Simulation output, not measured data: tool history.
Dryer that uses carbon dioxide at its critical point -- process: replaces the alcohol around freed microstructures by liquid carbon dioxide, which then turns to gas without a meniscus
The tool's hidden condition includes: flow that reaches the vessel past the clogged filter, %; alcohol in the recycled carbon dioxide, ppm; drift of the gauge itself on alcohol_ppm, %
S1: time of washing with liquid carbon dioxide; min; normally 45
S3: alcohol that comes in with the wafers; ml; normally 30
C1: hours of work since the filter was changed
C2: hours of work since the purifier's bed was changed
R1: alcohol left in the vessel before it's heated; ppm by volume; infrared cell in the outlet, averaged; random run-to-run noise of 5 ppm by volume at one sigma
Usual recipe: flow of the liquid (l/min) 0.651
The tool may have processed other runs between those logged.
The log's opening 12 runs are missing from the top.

{"hour": 95.8, "done": "inlet filter changed"}
{"run": 13, "hour": 100.9, "S1": 45, "flow of the liquid (l/min)": 1.062, "S3": 30, "C1": 2, "C2": 263, "R1": 31}
{"run": 14, "hour": 109.5, "S1": 45, "flow of the liquid (l/min)": 0.651, "S3": 30, "C1": 6, "C2": 267, "R1": 31}
{"run": 15, "hour": 122.6, "S1": 45, "flow of the liquid (l/min)": 0.651, "S3": 30, "C1": 12, "C2": 273, "R1": 26}
{"run": 16, "hour": 130.8, "S1": 45, "flow of the liquid (l/min)": 0.651, "S3": 30, "C1": 16, "C2": 277, "R1": 29}
{"run": 17, "hour": 136.6, "S1": 45, "flow of the liquid (l/min)": 0.651, "S3": 30, "C1": 19, "C2": 279, "R1": 21}
{"run": 18, "hour": 146.6, "S1": 45, "flow of the liquid (l/min)": 0.651, "S3": 30, "C1": 23, "C2": 284, "R1": 17}
{"run": 19, "hour": 153.9, "S1": 45, "flow of the liquid (l/min)": 0.904, "S3": 30, "C1": 27, "C2": 287, "R1": 17}
{"run": 20, "hour": 165.4, "S1": 45, "flow of the liquid (l/min)": 0.651, "S3": 30, "C1": 32, "C2": 292, "R1": 33}
{"run": 21, "hour": 175.0, "S1": 45, "flow of the liquid (l/min)": 0.651, "S3": 30, "C1": 36, "C2": 297, "R1": 38}
{"run": 22, "hour": 181.3, "S1": 45, "flow of the liquid (l/min)": 0.651, "S3": 30, "C1": 39, "C2": 300, "R1": 35}
{"run": 23, "hour": 189.2, "S1": 45, "flow of the liquid (l/min)": 0.651, "S3": 30, "C1": 43, "C2": 303, "R1": 37}
{"run": 24, "hour": 201.8, "S1": 45, "flow of the liquid (l/min)": 0.651, "S3": 30, "C1": 49, "C2": 309, "R1": 39}
{"run": 25, "hour": 209.6, "S1": 45, "flow of the liquid (l/min)": 0.651, "S3": 30, "C1": 52, "C2": 313, "R1": 33}
{"run": 26, "hour": 218.5, "S1": 45, "flow of the liquid (l/min)": 0.633, "S3": 30, "C1": 56, "C2": 317, "R1": 37}
{"run": 27, "hour": 228.9, "S1": 44, "flow of the liquid (l/min)": 0.444, "S3": 30, "C1": 61, "C2": 322, "R1": 123}
{"run": 28, "hour": 242.0, "S1": 43, "flow of the liquid (l/min)": 0.578, "S3": 96, "C1": 67, "C2": 328, "R1": 112}
{"run": 29, "hour": 249.1, "S1": 43, "flow of the liquid (l/min)": 0.902, "S3": 96, "C1": 70, "C2": 331, "R1": 36}
{"run": 30, "hour": 260.0, "S1": 34, "flow of the liquid (l/min)": 0.75, "S3": 21, "C1": 75, "C2": 336, "R1": 46}
{"run": 31, "hour": 269.4, "S1": 34, "flow of the liquid (l/min)": 0.75, "S3": 111, "C1": 79, "C2": 340, "R1": 118}
{"run": 32, "hour": 275.3, "S1": 68, "flow of the liquid (l/min)": 0.454, "S3": 30, "C1": 82, "C2": 343, "R1": 35}
{"run": 33, "hour": 286.8, "S1": 68, "flow of the liquid (l/min)": 0.454, "S3": 30, "C1": 87, "C2": 348, "R1": 33}
{"run": 34, "hour": 295.8, "S1": 30, "flow of the liquid (l/min)": 0.987, "S3": 48, "C1": 92, "C2": 352, "R1": 44}
{"run": 35, "hour": 306.7, "S1": 30, "flow of the liquid (l/min)": 0.987, "S3": 48, "C1": 97, "C2": 357, "R1": 40}
{"run": 36, "hour": 319.6, "S1": 30, "flow of the liquid (l/min)": 0.987, "S3": 48, "C1": 102, "C2": 363, "R1": 50}

Predict the results of run 37:
{"run": 37, "hour": 327.5, "S1": 59, "flow of the liquid (l/min)": 1.076, "S3": 92, "C1": 106, "C2": 367, "R1": "?"}

Logged for run 37: R1 22 ppm by volume.
If the tool had no hidden condition, the same run with the same run-to-run variation would have returned R1 0 ppm by volume.
